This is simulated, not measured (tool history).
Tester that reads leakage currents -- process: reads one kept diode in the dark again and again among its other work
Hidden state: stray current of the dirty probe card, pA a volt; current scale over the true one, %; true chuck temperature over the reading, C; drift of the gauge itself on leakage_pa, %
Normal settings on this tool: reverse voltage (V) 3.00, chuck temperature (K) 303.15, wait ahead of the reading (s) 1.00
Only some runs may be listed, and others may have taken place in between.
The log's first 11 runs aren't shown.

run    hour  reverse voltage (V)  chuck temperature (K)  wait ahead of the reading (s)  hours of work since the probe card was cleaned  hours of work since the tester was calibrated  hours of work since the chuck was calibrated  current that the tester gives (pA)
 12  1546.9                 3.00                 303.15                           9.92                                            2458                                           4490                                           635                               28.16
 13  1645.7                 3.00                 303.15                           9.92                                            2508                                           4540                                           685                               28.11
 14  1793.9                 3.00                 303.15                           1.00                                            2584                                           4615                                           760                               28.76
 15  1939.4                 3.00                 303.15                           1.00                                            2657                                           4689                                           834                               28.78
 16  2158.5                 3.00                 303.15                           1.00                                            2768                                           4800                                           945                               28.68
 17  2313.5                 3.00                 303.15                           1.00                                            2847                                           4878                                          1024                               28.48
 18  2497.2                 3.00                 303.15                           1.00                                            2940                                           4972                                          1117                               28.60
     2554.8  -- chuck's temperature calibrated
 19  2623.8                 3.18                 303.15                           1.00                                            3003                                           5035                                            35                               29.83
 20  2818.6                 3.18                 303.15                           6.34                                            3102                                           5134                                           134                               29.12
 21  2999.1                 3.18                 303.15                           6.34                                            3194                                           5225                                           225                               28.95
 22  3164.1                 3.60                 303.15                           1.00                                            3277                                           5309                                           309                               31.49
 23  3287.2                 3.00                 299.15                           1.78                                            3340                                           5371                                           371                               20.12
 24  3449.2                 2.47                 310.15                           0.30                                            3422                                           5453                                           454                               48.28
 25  3667.5                 5.55                 302.15                           1.00                                            3533                                           5564                                           564                               36.40
 26  3896.2                 5.55                 302.15                           1.00                                            3649                                           5680                                           680                               36.41

For run 27, what comes out?
     4057.8  -- tester calibrated
 27  4063.1                 5.55                 302.15                           1.00                                            3732                                              3                                           764                                   ?

{"run 27": {"current that the tester gives (pA)": 36.37}}
Were there no unlogged condition in the tool, this run, its random variation unchanged, would have produced current that the tester gives (pA) 36.35.

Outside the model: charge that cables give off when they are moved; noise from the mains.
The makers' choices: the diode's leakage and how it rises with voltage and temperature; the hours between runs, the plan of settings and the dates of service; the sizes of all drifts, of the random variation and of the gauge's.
